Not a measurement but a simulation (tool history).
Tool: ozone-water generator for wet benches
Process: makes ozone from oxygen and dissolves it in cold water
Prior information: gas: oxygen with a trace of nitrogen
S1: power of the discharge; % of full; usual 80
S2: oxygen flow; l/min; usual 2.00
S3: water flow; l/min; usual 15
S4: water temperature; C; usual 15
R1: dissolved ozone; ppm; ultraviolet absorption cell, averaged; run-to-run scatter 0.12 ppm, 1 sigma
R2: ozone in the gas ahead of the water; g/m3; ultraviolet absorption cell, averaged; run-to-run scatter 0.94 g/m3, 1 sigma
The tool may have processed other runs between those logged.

run	hour	S1	S2	S3	S4	R1	R2
1	0.0	80	2.00	15	15	10.6	151.1
2	38.9	49	2.00	15	15	7.8	107.8
3	105.2	49	2.00	15	15	7.7	107.6
4	187.3	80	3.47	15	15	10.9	106.0
5	267.3	80	3.47	15	15	10.5	105.4
6	312.7	80	3.47	15	15	10.5	104.2
7	396.4	80	3.47	15	15	10.5	104.4
8	457.3	80	3.47	15	15	10.7	104.5
9	543.2	80	3.47	15	15	10.5	105.0
10	607.3	80	3.47	15	15	10.6	104.4
11	692.5	80	3.47	15	15	10.6	105.2
12	755.9	80	3.47	15	15	10.5	104.6
13	844.7	80	3.47	15	15	10.4	103.0
14	895.3	80	3.47	15	15	10.5	103.1
15	950.7	80	3.47	15	15	10.5	104.2
16	1038.8	70	2.85	10	15	13.1	107.1
17	1105.5	70	2.85	10	15	13.0	107.8
18	1174.0	70	2.85	10	15	13.1	108.4
19	1245.9	70	2.85	10	15	13.1	106.5
20	1287.9	68	1.66	17	14	8.0	148.0
21	1326.5	68	1.66	17	14	8.1	146.9
22	1408.9	51	2.00	15	20	7.2	109.1
23	1501.7	80	1.56	15	15	9.9	170.5
24	1542.5	61	2.12	12	9	11.1	116.9
25	1588.2	61	2.12	12	9	10.9	117.3

Subtracting, for every run, the result it would have given without the tool's unlogged condition from the measured result gives the following. The same run-to-run variation enters both numbers; the gauge's scatter may not:
What the log doesn't record here: yield of the discharge, % of new electrodes'; contactor's efficiency, % of a clean one's; true water temperature over the reading, C; drift of the gauge itself on ozone_ppm, %; drift of the gauge itself on gas_g_m3, %.
run	R1	R2
1	-1.1	-8.6
2	-0.6	-4.2
3	-0.6	-4.5
4	-1.1	-6.5
5	-1.2	-6.8
6	-1.2	-6.9
7	-1.2	-7.1
8	-1.3	-7.3
9	-1.2	-7.6
10	-1.3	-7.7
11	-1.3	-8.0
12	-1.4	-8.3
13	-1.3	-8.4
14	-1.4	-8.5
15	-1.4	-8.8
16	-1.6	-8.6
17	-1.7	-8.7
18	-1.7	-8.9
19	-1.8	-9.0
20	-1.1	-12.6
21	-1.2	-12.6
22	-0.8	-7.6
23	-1.5	-17.2
24	-1.5	-9.8
25	-1.6	-10.1

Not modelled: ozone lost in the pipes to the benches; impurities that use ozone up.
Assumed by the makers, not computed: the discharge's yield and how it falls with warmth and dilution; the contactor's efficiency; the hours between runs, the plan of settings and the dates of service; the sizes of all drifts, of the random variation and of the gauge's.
